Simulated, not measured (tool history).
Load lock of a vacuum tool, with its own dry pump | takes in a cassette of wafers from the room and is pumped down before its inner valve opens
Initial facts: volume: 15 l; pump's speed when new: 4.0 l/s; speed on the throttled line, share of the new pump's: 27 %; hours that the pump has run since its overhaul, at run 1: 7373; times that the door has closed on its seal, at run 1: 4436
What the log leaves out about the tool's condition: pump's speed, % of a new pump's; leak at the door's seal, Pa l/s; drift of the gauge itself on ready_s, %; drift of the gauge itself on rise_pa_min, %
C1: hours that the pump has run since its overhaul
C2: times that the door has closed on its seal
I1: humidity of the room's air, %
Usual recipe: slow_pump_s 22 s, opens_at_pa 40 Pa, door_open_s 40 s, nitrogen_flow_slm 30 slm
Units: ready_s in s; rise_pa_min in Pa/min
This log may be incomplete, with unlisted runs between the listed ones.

Run 1, hour 0.0: usual settings; C1 7373; C2 4436; I1 46.7. Result: ready_s 46.4 s, rise_pa_min 0.032 Pa/min.
Run 2, hour 73.0: usual settings; C1 7446; C2 4698; I1 45.5. Result: ready_s 45.8 s, rise_pa_min 0.025 Pa/min.
Run 3, hour 170.4: usual settings; C1 7543; C2 5047; I1 42.6. Result: ready_s 45.4 s, rise_pa_min 0.026 Pa/min.
Run 4, hour 266.4: usual settings; C1 7639; C2 5391; I1 44.7. Result: ready_s 45.2 s, rise_pa_min 0.021 Pa/min.
Run 5, hour 334.3: usual settings; C1 7707; C2 5634; I1 42.4. Result: ready_s 46.1 s, rise_pa_min 0.023 Pa/min.
Run 6, hour 419.9: usual settings; C1 7792; C2 5941; I1 44.0. Result: ready_s 45.4 s, rise_pa_min 0.026 Pa/min.
Run 7, hour 486.3: usual settings; C1 7859; C2 6179; I1 45.5. Result: ready_s 45.9 s, rise_pa_min 0.027 Pa/min.
Run 8, hour 539.5: usual settings but door_open_s 44 s; C1 7912; C2 6370; I1 42.4. Result: ready_s 45.4 s, rise_pa_min 0.020 Pa/min.
Run 9, hour 641.3: usual settings; C1 8014; C2 6734; I1 48.9. Result: ready_s 45.6 s, rise_pa_min 0.029 Pa/min.
Run 10, hour 736.7: usual settings but slow_pump_s 20 s, opens_at_pa 78 Pa, nitrogen_flow_slm 6 slm; C1 8109; C2 7077; I1 46.3. Result: ready_s 41.0 s, rise_pa_min 0.033 Pa/min.
Run 11, hour 806.1: usual settings but slow_pump_s 20 s, opens_at_pa 78 Pa, nitrogen_flow_slm 6 slm; C1 8179; C2 7325; I1 44.0. Result: ready_s 41.9 s, rise_pa_min 0.036 Pa/min.
Run 12, hour 854.9: usual settings but slow_pump_s 40 s, opens_at_pa 30 Pa, nitrogen_flow_slm 29 slm; C1 8227; C2 7500; I1 47.1. Result: ready_s 59.8 s, rise_pa_min 0.029 Pa/min.
Run 13, hour 927.2: usual settings but slow_pump_s 26 s, opens_at_pa 61 Pa, door_open_s 161 s, nitrogen_flow_slm 21 slm; C1 8300; C2 7759; I1 43.1. Result: ready_s 46.7 s, rise_pa_min 0.049 Pa/min.
Run 14, hour 1012.2: usual settings but slow_pump_s 33 s, opens_at_pa 57 Pa; C1 8385; C2 8064; I1 48.9. Result: ready_s 52.1 s, rise_pa_min 0.028 Pa/min.
Run 15, hour 1108.9: usual settings but slow_pump_s 33 s, opens_at_pa 57 Pa; C1 8481; C2 8411; I1 46.4. Result: ready_s 52.4 s, rise_pa_min 0.025 Pa/min.
Run 16, hour 1156.5: usual settings but slow_pump_s 33 s, opens_at_pa 57 Pa, door_open_s 109 s, nitrogen_flow_slm 18 slm; C1 8529; C2 8581; I1 43.5. Result: ready_s 51.9 s, rise_pa_min 0.042 Pa/min.
Run 17, hour 1254.3: usual settings but slow_pump_s 14 s, opens_at_pa 39 Pa, door_open_s 65 s, nitrogen_flow_slm 18 slm; C1 8627; C2 8932; I1 46.5. Result: ready_s 39.7 s, rise_pa_min 0.041 Pa/min.

Consider 3 possible next runs. They are alternatives, not a sequence: every one starts from the tool as it was left by run 17. What does each give?
Run A, hour 1314.5: usual settings but opens_at_pa 28 Pa, door_open_s 66 s; C1 8687; C2 9147; I1 45.7. Result: ready_s ?, rise_pa_min ?.
Run B, hour 1314.5: usual settings but slow_pump_s 29 s, opens_at_pa 39 Pa, door_open_s 62 s, nitrogen_flow_slm 31 slm; C1 8687; C2 9147; I1 45.7. Result: ready_s ?, rise_pa_min ?.
Run C, hour 1314.5: usual settings but slow_pump_s 21 s, opens_at_pa 59 Pa, door_open_s 27 s, nitrogen_flow_slm 18 slm; C1 8687; C2 9147; I1 46.2. Result: ready_s ?, rise_pa_min ?.

run  ready_s  rise_pa_min
  A     47.2        0.029
  B     51.2        0.034
  C     43.3        0.031
Had the tool no hidden state, the same runs would have come out as:
run  ready_s  rise_pa_min
  A     47.2        0.029
  B     51.2        0.034
  C     43.3        0.031
